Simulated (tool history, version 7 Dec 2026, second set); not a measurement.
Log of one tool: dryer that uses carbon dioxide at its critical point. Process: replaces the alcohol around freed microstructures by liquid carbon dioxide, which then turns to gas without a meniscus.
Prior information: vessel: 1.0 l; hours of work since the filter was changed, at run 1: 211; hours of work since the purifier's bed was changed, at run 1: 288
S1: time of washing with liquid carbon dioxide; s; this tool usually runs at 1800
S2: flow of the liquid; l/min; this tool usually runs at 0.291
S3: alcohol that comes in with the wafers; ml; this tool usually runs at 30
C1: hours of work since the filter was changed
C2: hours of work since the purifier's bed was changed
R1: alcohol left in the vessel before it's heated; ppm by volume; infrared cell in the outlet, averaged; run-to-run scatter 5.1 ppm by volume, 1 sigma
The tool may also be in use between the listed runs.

run   hour    S1     S2  S3   C1   C2    R1
  1      0  1800  0.291  30  211  288   170
  2   10.2  1800  0.458  30  219  295   123
  3   20.5  1800  0.291  30  226  303   187
  4     26  1800  0.291  30  230  306   188
  5   32.3  1800  0.291  30  234  311   193
  6   40.8  1800  0.291  30  240  317   199
  7   50.2  1800  0.291  30  247  324   206
  8   56.5  1800  0.291  30  251  328   206
  9   63.6  1800  0.291  30  256  333   200
 10   69.5  1800  0.291  30  260  337   212
 11   76.7  1800  0.291  30  265  342   203
 12   87.5  1800  0.291  30  273  350   214
 13   93.7  2520  0.281  30  277  354   154
 14   99.6  2400  0.324  78  281  358   147
 15    110  1080  0.324  49  289  366   967
     111.8  -- inlet filter changed
 16  117.7  2280  0.324  45    4  370   159
 17  125.1  2700  0.244  23    9  376   161
 18  136.3  1200  0.244  23   17  383   835
 19  145.1  1320  0.206  73   23  390  3092

Forecast each of these 3 alternatives for the next run:
  A  150.5  2640  0.206  73  27  393   ?
  B  150.5  1800  0.291  21  27  393   ?
  C  150.5  1620  0.206  21  27  393   ?

run   R1
  A  269
  B  190
  C  560
With the hidden condition removed and each run's random variation left untouched, the same runs would have given:
run   R1
  A  114
  B   35
  C  399
